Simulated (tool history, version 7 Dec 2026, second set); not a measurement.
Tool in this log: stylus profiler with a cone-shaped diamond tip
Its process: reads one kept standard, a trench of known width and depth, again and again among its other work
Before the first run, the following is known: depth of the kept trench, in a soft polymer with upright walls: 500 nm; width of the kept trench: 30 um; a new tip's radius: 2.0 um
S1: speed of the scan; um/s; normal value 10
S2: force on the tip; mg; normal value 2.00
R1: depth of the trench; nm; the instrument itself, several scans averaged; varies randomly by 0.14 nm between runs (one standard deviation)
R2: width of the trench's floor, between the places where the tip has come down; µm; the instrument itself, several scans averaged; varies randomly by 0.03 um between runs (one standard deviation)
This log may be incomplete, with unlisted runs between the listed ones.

run	day	S1	S2	R1	R2
1	0.000	10	2.00	503.87	26.66
2	1.429	10	2.00	503.83	26.64
3	2.696	10	2.00	504.07	26.63
4	4.425	10	2.00	503.95	26.61
5	6.475	10	2.00	503.69	26.61
6	7.829	10	2.00	503.58	26.64
7	9.950	10	2.00	503.72	26.57
8	11.062	10	2.00	503.50	26.48
9	12.533	10	2.00	503.81	26.49
10	14.779	10	5.05	507.91	26.57
11	16.025	10	5.05	507.74	26.58
12	17.679	10	5.05	507.75	26.56
13	19.554	10	5.05	507.66	26.49
14	21.262	10	5.05	507.90	26.49
15	23.512	10	5.05	507.80	26.42
16	25.771	10	3.49	505.41	26.42
17	27.850	10	3.49	505.85	26.39
18	29.871	10	4.13	506.39	26.40
19	31.950	10	4.13	506.30	26.36
20	33.858	10	4.13	506.22	26.33
21	35.504	2	4.02	506.32	26.42
22	36.538	16	3.18	505.18	26.32
23	37.704	16	3.18	504.97	26.31
# day 38.142: height scale calibrated on a step standard
24	39.379	16	3.18	506.50	26.24
25	41.492	7	2.00	505.00	26.29
26	43.767	7	2.00	505.02	26.28
27	45.117	7	2.00	504.49	26.28
28	47.283	7	2.00	504.83	26.27
29	48.292	16	0.99	503.02	26.11
30	49.900	16	0.99	502.87	26.13
31	51.142	29	2.00	504.60	26.07
32	53.183	21	5.54	509.60	26.16
33	54.912	21	5.54	509.42	26.14

Branching from run 33: 4 alternative next runs. What would each branch give?
A	56.988	6	1.30	?	?
B	56.988	14	0.78	?	?
C	56.988	21	1.74	?	?
D	56.988	21	2.59	?	?

run	R1	R2
A	503.44	26.14
B	502.41	26.02
C	503.96	26.07
D	505.52	26.10
With the hidden condition removed and each run's random variation left untouched, the same runs would have given:
run	R1	R2
A	503.82	27.30
B	502.79	27.18
C	504.33	27.24
D	505.90	27.26

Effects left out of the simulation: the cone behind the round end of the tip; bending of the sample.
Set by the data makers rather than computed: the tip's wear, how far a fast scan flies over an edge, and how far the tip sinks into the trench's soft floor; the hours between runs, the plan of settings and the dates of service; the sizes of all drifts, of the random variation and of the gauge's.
